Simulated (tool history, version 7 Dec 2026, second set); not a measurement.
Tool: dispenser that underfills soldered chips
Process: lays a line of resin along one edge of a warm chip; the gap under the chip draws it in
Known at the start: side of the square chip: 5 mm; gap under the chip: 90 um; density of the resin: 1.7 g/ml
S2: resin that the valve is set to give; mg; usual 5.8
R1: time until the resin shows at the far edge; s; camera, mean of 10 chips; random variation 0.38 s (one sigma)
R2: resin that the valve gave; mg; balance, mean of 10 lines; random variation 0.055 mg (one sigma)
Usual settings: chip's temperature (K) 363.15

run 1 hour=0 | chip's_temperature_(K)=363.15 S2=5.8 | R1=23.6 R2=5.71
run 2 hour=4.8 | chip's_temperature_(K)=363.15 S2=7.12 | R1=26.9 R2=7.07
run 3 hour=10 | chip's_temperature_(K)=363.15 S2=7.12 | R1=30.8 R2=7.01
-- hour=11.2 new syringe of resin
run 4 hour=14.6 | chip's_temperature_(K)=363.15 S2=7.12 | R1=24.1 R2=7.05
run 5 hour=19.5 | chip's_temperature_(K)=363.15 S2=5.8 | R1=28.3 R2=5.62
-- hour=24.3 new syringe of resin
run 6 hour=26.5 | chip's_temperature_(K)=363.15 S2=5.8 | R1=23.5 R2=5.59
run 7 hour=30 | chip's_temperature_(K)=363.15 S2=5.8 | R1=25.6 R2=5.71
run 8 hour=36.4 | chip's_temperature_(K)=363.15 S2=5.8 | R1=30.2 R2=5.57
-- hour=37.8 new syringe of resin
run 9 hour=42 | chip's_temperature_(K)=363.15 S2=5.8 | R1=25.7 R2=5.66
run 10 hour=47.4 | chip's_temperature_(K)=363.15 S2=5.8 | R1=29 R2=5.53
-- hour=51.4 new syringe of resin
run 11 hour=54.9 | chip's_temperature_(K)=363.15 S2=5.8 | R1=24.2 R2=5.52
run 12 hour=59.1 | chip's_temperature_(K)=363.15 S2=6.19 | R1=26.7 R2=5.98
-- hour=65.1 new syringe of resin
run 13 hour=65.1 | chip's_temperature_(K)=363.15 S2=6.19 | R1=22.6 R2=5.92
run 14 hour=68.2 | chip's_temperature_(K)=363.15 S2=6.19 | R1=24.1 R2=5.83
run 15 hour=71.7 | chip's_temperature_(K)=363.15 S2=6.19 | R1=26.7 R2=5.86
-- hour=78.8 new syringe of resin
run 16 hour=79.2 | chip's_temperature_(K)=375.15 S2=5.8 | R1=16.7 R2=5.42
run 17 hour=85.3 | chip's_temperature_(K)=375.15 S2=5.8 | R1=19 R2=5.42
-- hour=92.1 new syringe of resin
run 18 hour=92.8 | chip's_temperature_(K)=375.15 S2=5.8 | R1=16.4 R2=5.41
run 19 hour=96.9 | chip's_temperature_(K)=375.15 S2=5.8 | R1=17.5 R2=5.31
run 20 hour=102.6 | chip's_temperature_(K)=375.15 S2=5.8 | R1=20.5 R2=5.31
-- hour=105.4 new syringe of resin
run 21 hour=109.9 | chip's_temperature_(K)=375.15 S2=5.8 | R1=17.9 R2=5.3
run 22 hour=116.7 | chip's_temperature_(K)=375.15 S2=5.8 | R1=21.5 R2=5.38
-- hour=119.1 new syringe of resin
run 23 hour=120.9 | chip's_temperature_(K)=358.15 S2=7.08 | R1=28 R2=6.68
run 24 hour=125.5 | chip's_temperature_(K)=358.15 S2=7.08 | R1=31.4 R2=6.54
run 25 hour=131 | chip's_temperature_(K)=353.15 S2=7.38 | R1=41.1 R2=6.72
-- hour=132.3 new syringe of resin
-- hour=138.7 dispensing valve cleaned and set on the balance
run 26 hour=138.7 | chip's_temperature_(K)=363.15 S2=6.73 | R1=24.7 R2=6.77
run 27 hour=142.3 | chip's_temperature_(K)=363.15 S2=6.73 | R1=27.7 R2=6.72
-- hour=146.6 new syringe of resin
run 28 hour=149.4 | chip's_temperature_(K)=367.15 S2=5.94 | R1=20.2 R2=5.92
run 29 hour=157.2 | chip's_temperature_(K)=367.15 S2=5.94 | R1=25.4 R2=5.86
-- hour=160.2 new syringe of resin
run 30 hour=164.8 | chip's_temperature_(K)=367.15 S2=5.94 | R1=22.3 R2=5.8
run 31 hour=171.1 | chip's_temperature_(K)=373.15 S2=5.47 | R1=21.9 R2=5.41
-- hour=173.7 new syringe of resin
run 32 hour=179.1 | chip's_temperature_(K)=363.15 S2=6.93 | R1=25 R2=6.72
run 33 hour=186.3 | chip's_temperature_(K)=363.15 S2=6.93 | R1=29.7 R2=6.67
-- hour=187.1 new syringe of resin
run 34 hour=192.9 | chip's_temperature_(K)=352.15 S2=7.39 | R1=36 R2=7.14
-- hour=200.7 new syringe of resin
run 35 hour=200.7 | chip's_temperature_(K)=359.15 S2=6.52 | R1=24.7 R2=6.25
run 36 hour=206.8 | chip's_temperature_(K)=359.15 S2=6.52 | R1=29.4 R2=6.2

Hidden state or all else? Some run-to-run changes of R1, split into what the settings, what came in and random variation would give without the hidden state, and what is left for the hidden state (with any gauge scatter that isn't in both results):
The hidden state here: resin's viscosity, % of fresh resin's; dose that the valve gives, % of what is set; true chip temperature over the reading, C; drift of the gauge itself on fill_s, %; drift of the gauge itself on given_mg, %.
Run 3 -> 4: new syringe of resin. R1 -6.7 s: hidden state -6.7, all else +0.
Run 15 -> 16: chip's temperature (K) 363.15 -> 375.15, S2 6.19 -> 5.8, new syringe of resin. R1 -10 s: hidden state -3.8, all else -6.2.
Run 24 -> 25: chip's temperature (K) 358.15 -> 353.15, S2 7.08 -> 7.38. R1 +9.7 s: hidden state +6.3, all else +3.4.
Run 25 -> 26: chip's temperature (K) 353.15 -> 363.15, S2 7.38 -> 6.73, new syringe of resin, dispensing valve cleaned and set on the balance. R1 -16.4 s: hidden state -7.6, all else -8.8.
Run 34 -> 35: chip's temperature (K) 352.15 -> 359.15, S2 7.39 -> 6.52, new syringe of resin. R1 -11.3 s: hidden state -4.4, all else -6.9.
